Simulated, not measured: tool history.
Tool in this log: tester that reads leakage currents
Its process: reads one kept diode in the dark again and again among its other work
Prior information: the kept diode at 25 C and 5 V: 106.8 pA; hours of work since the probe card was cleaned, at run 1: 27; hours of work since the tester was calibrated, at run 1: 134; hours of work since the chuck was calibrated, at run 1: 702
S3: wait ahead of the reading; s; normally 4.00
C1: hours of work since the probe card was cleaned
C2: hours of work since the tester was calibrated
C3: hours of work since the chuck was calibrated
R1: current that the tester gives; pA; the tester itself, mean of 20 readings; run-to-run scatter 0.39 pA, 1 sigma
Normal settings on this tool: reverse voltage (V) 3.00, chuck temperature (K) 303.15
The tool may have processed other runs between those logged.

run 1 hour=0.0 | reverse_voltage_(V)=3.00 chuck_temperature_(K)=303.15 S3=4.00 | C1=27 C2=134 C3=702 | R1=140.49
run 2 hour=69.7 | reverse_voltage_(V)=3.00 chuck_temperature_(K)=313.15 S3=4.00 | C1=82 C2=189 C3=758 | R1=329.29
run 3 hour=128.3 | reverse_voltage_(V)=1.25 chuck_temperature_(K)=303.15 S3=4.00 | C1=129 C2=236 C3=804 | R1=89.94
run 4 hour=205.1 | reverse_voltage_(V)=3.00 chuck_temperature_(K)=303.15 S3=4.00 | C1=190 C2=297 C3=866 | R1=143.77
run 5 hour=260.5 | reverse_voltage_(V)=1.51 chuck_temperature_(K)=303.15 S3=4.00 | C1=234 C2=342 C3=910 | R1=101.23
run 6 hour=323.4 | reverse_voltage_(V)=3.00 chuck_temperature_(K)=303.15 S3=4.00 | C1=285 C2=392 C3=960 | R1=144.49
run 7 hour=368.8 | reverse_voltage_(V)=3.00 chuck_temperature_(K)=303.15 S3=4.00 | C1=321 C2=428 C3=996 | R1=145.13
run 8 hour=406.4 | reverse_voltage_(V)=3.00 chuck_temperature_(K)=303.15 S3=0.42 | C1=351 C2=458 C3=1026 | R1=146.70
run 9 hour=484.2 | reverse_voltage_(V)=3.00 chuck_temperature_(K)=303.15 S3=0.42 | C1=413 C2=520 C3=1088 | R1=147.41
run 10 hour=556.4 | reverse_voltage_(V)=3.00 chuck_temperature_(K)=303.15 S3=0.42 | C1=471 C2=578 C3=1146 | R1=148.86
run 11 hour=598.7 | reverse_voltage_(V)=15.56 chuck_temperature_(K)=312.15 S3=3.88 | C1=504 C2=611 C3=1180 | R1=738.24
run 12 hour=663.6 | reverse_voltage_(V)=1.78 chuck_temperature_(K)=305.15 S3=3.57 | C1=556 C2=663 C3=1231 | R1=134.75
run 13 hour=749.5 | reverse_voltage_(V)=1.22 chuck_temperature_(K)=299.15 S3=1.95 | C1=625 C2=732 C3=1300 | R1=66.11
run 14 hour=816.8 | reverse_voltage_(V)=1.58 chuck_temperature_(K)=303.15 S3=9.19 | C1=678 C2=785 C3=1354 | R1=108.06
run 15 hour=897.3 | reverse_voltage_(V)=3.00 chuck_temperature_(K)=293.15 S3=0.53 | C1=742 C2=850 C3=1418 | R1=62.83
run 16 hour=942.7 | reverse_voltage_(V)=3.00 chuck_temperature_(K)=293.15 S3=0.53 | C1=779 C2=886 C3=1454 | R1=63.24

Run 17 is up next; what results do you expect?
run 17 hour=1026.5 | reverse_voltage_(V)=5.51 chuck_temperature_(K)=310.15 S3=5.82 | C1=846 C2=953 C3=1521 | R1=?

R1: 381.71 pA
With no hidden state in the tool, this same run would have given R1 323.28 pA.
